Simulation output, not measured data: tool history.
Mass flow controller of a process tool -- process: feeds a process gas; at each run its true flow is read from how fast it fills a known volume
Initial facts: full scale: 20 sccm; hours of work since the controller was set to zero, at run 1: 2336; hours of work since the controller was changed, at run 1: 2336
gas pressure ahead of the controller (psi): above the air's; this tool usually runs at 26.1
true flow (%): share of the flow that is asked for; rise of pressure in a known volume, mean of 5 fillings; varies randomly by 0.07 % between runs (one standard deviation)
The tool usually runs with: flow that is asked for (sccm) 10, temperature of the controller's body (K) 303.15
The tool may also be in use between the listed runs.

| run | day | flow that is asked for (sccm) | gas pressure ahead of the controller (psi) | temperature of the controller's body (K) | hours of work since the controller was set to zero | hours of work since the controller was changed | true flow (%) |
|---|---|---|---|---|---|---|---|
| 1 | 0 | 10 | 26.1 | 303.15 | 2336 | 2336 | 97.93 |
| 2 | 4.262 | 10 | 21.5 | 303.15 | 2398 | 2398 | 98.15 |
| 3 | 7.033 | 10 | 21.5 | 303.15 | 2439 | 2439 | 98.08 |
| 4 | 10.979 | 18 | 26.1 | 303.15 | 2497 | 2497 | 98.59 |
| 5 | 14.133 | 10 | 26.1 | 310.15 | 2543 | 2543 | 97.6 |
| 6 | 16.933 | 10 | 23.4 | 310.15 | 2584 | 2584 | 97.84 |
| 7 | 22.262 | 10 | 23.4 | 308.15 | 2663 | 2663 | 97.81 |
| 8 | 26.379 | 10 | 23.4 | 308.15 | 2723 | 2723 | 97.86 |
| 9 | 31.25 | 10 | 23.4 | 308.15 | 2794 | 2794 | 97.7 |
| 10 | 36.904 | 10 | 23.4 | 308.15 | 2877 | 2877 | 97.54 |
| 11 | 42.212 | 10 | 26.1 | 308.15 | 2955 | 2955 | 97.5 |
| 12 | 45.867 | 7 | 26.1 | 303.15 | 3009 | 3009 | 97.17 |
| 13 | 51.996 | 7 | 20.7 | 303.15 | 3099 | 3099 | 97.4 |
| 14 | 58.008 | 7 | 33.9 | 303.15 | 3187 | 3187 | 96.64 |
| 15 | 62.338 | 7 | 33.9 | 303.15 | 3251 | 3251 | 96.64 |
| 16 | 68.929 | 7 | 33.9 | 303.15 | 3348 | 3348 | 96.74 |
| 17 | 72.183 | 7 | 33.9 | 295.15 | 3395 | 3395 | 96.91 |
| 18 | 77.588 | 10 | 26.1 | 304.15 | 3475 | 3475 | 97.32 |
| 19 | 81.742 | 10 | 26.1 | 304.15 | 3536 | 3536 | 97.43 |
| 20 | 86.575 | 10 | 26.1 | 304.15 | 3607 | 3607 | 97.29 |
| 21 | 92.771 | 10 | 26.1 | 302.15 | 3698 | 3698 | 97.23 |
| 22 | 95.996 | 7 | 26.1 | 302.15 | 3745 | 3745 | 96.92 |
|  | 96.308 | controller's zero set anew |
| 23 | 98.8 | 7 | 26.1 | 302.15 | 37 | 3786 | 96.47 |
| 24 | 104.912 | 4 | 23.2 | 300.15 | 126 | 3876 | 95.7 |
|  | 109.858 | controller's zero set anew, once more |
| 25 | 110.758 | 5 | 23.2 | 307.15 | 13 | 3961 | 97.35 |
| 26 | 116.867 | 5 | 23.2 | 307.15 | 103 | 4051 | 97.09 |
| 27 | 121.804 | 11 | 26.1 | 299.15 | 175 | 4123 | 97.5 |
| 28 | 125.05 | 12 | 26.1 | 295.15 | 223 | 4171 | 97.74 |
| 29 | 130.354 | 12 | 26.1 | 307.15 | 301 | 4249 | 97.35 |
| 30 | 133.308 | 12 | 26.1 | 299.15 | 344 | 4292 | 97.77 |
| 31 | 139.783 | 9 | 21.9 | 297.15 | 439 | 4387 | 97.6 |
| 32 | 144.442 | 10 | 36.3 | 303.15 | 508 | 4456 | 96.74 |
| 33 | 148.092 | 4 | 24.5 | 303.15 | 561 | 4509 | 96.8 |
| 34 | 152.558 | 6 | 27.3 | 296.15 | 627 | 4575 | 97.08 |
| 35 | 157.671 | 6 | 27.3 | 296.15 | 702 | 4650 | 97.04 |
| 36 | 163.946 | 6 | 27.3 | 296.15 | 794 | 4742 | 96.96 |
| 37 | 170.15 | 6 | 23.9 | 299.15 | 885 | 4833 | 96.84 |
| 38 | 173.754 | 6 | 26 | 295.15 | 938 | 4886 | 96.95 |

How would selected steps in true flow (%) from run to run divide? Give the signed amount a tool lacking its hidden state would still show from settings, what came in and random variation, and the signed amount left for the hidden state, including any gauge scatter that is not in both of the compared results.
Unlogged tool condition in this case: flow at rest that the sensor doesn't see, % of full scale; true flow over the shown one, %; drift of the gauge itself on true_pct, %.
Run 4 -> 5: flow that is asked for (sccm) 18 -> 10, temperature of the controller's body (K) 303.15 -> 310.15. true flow (%) -0.99: hidden state -0.17, all else -0.82.
Run 22 -> 23: controller's zero set anew. true flow (%) -0.45: hidden state -0.36, all else -0.09.
Run 23 -> 24: flow that is asked for (sccm) 7 -> 4, gas pressure ahead of the controller (psi) 26.1 -> 23.2, temperature of the controller's body (K) 302.15 -> 300.15. true flow (%) -0.77: hidden state -0.79, all else +0.02.
Run 24 -> 25: flow that is asked for (sccm) 4 -> 5, temperature of the controller's body (K) 300.15 -> 307.15, controller's zero set anew, once more. true flow (%) +1.65: hidden state +1.58, all else +0.07.
Run 31 -> 32: flow that is asked for (sccm) 9 -> 10, gas pressure ahead of the controller (psi) 21.9 -> 36.3, temperature of the controller's body (K) 297.15 -> 303.15. true flow (%) -0.86: hidden state -0.03, all else -0.83.
